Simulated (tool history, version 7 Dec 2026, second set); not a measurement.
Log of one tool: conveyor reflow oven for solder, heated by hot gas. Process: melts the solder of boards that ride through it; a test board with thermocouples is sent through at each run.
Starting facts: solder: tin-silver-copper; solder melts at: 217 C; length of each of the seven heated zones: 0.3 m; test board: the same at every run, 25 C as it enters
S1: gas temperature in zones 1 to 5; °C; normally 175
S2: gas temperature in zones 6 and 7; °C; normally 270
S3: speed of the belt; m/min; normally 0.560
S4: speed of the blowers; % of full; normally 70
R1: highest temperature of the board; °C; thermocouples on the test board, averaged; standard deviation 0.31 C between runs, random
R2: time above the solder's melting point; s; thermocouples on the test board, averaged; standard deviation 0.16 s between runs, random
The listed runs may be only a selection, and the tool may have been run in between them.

run,hour,S1,S2,S3,S4,R1,R2
1,0.0,175,270,0.560,70,254.5,49.7
# hour 15.7: flux residue cleaned out of gas plates and filters
2,22.7,175,270,0.560,70,255.0,50.1
3,40.5,175,270,0.560,70,254.8,50.0
4,76.0,175,270,0.560,70,254.1,50.1
5,112.8,175,270,0.560,70,254.0,49.9
6,142.3,175,270,0.597,70,252.3,45.3
7,175.5,175,270,0.597,70,251.9,45.4
8,196.3,175,270,0.560,70,253.6,50.0
9,228.3,175,270,0.560,70,254.0,49.8
10,249.6,175,270,0.560,70,253.8,49.5
11,273.6,185,270,0.560,53,251.4,50.3
12,299.3,185,270,0.560,53,251.7,50.3
13,316.5,175,273,0.504,54,255.0,56.1
14,340.3,175,276,0.654,54,248.0,37.4
# hour 361.2: flux residue cleaned out of gas plates and filters
15,363.6,175,276,0.654,54,248.7,38.2
16,389.5,175,276,0.654,54,248.3,37.8
17,410.3,183,281,0.631,82,264.1,50.6
18,451.0,164,270,0.560,70,252.2,46.0

What does the tool deliver on the next run?
19,486.0,175,270,0.479,70,?,?

R1: 257.9 °C
R2: 61.7 s
The same run, on a tool lacking any hidden state, would have yielded R1 260.4 °C, R2 62.8 s.
